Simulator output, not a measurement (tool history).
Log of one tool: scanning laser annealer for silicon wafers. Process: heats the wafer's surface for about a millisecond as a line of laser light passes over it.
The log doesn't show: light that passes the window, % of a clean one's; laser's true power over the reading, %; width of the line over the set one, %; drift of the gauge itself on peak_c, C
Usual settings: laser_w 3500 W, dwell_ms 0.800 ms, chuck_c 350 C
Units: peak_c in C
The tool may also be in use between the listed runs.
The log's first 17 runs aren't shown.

run     day  laser_w  dwell_ms  chuck_c  hours of work since the window was cleaned  hours of work since the power meter was calibrated  hours of work since the optics were aligned  peak_c
 18  23.925     2993     0.800      350                                         245                                                 567                                          380    1020
 19  25.896     2993     0.800      350                                         265                                                 586                                          399    1019
 20  27.375     2993     0.800      350                                         279                                                 601                                          414    1021
 21  28.929     3255     0.800      314                                         294                                                 616                                          429    1055
 22  30.867     3622     0.800      353                                         313                                                 635                                          448    1191
 23  32.683     3622     0.800      353                                         331                                                 653                                          465    1194
 24  33.708     3622     0.800      353                                         341                                                 663                                          475    1193
     34.079  -- optics aligned, line set to its width
 25  34.792     3622     0.800      353                                         350                                                 671                                            7    1189
 26  35.738     3500     0.628      352                                         359                                                 680                                           16    1061
 27  37.604     3500     0.628      352                                         377                                                 699                                           34    1063
 28  39.342     3500     0.800      353                                         394                                                 716                                           51    1156
 29  40.550     3500     0.800      353                                         406                                                 727                                           63    1156
 30  42.367     3136     0.871      362                                         424                                                 745                                           81    1094

Forecast run 31:
 31  44.100     3136     0.858      362                                         441                                                 762                                           98       ?

peak_c: 1091 C
Without the tool's hidden state the same run would have given peak_c 1110 C.
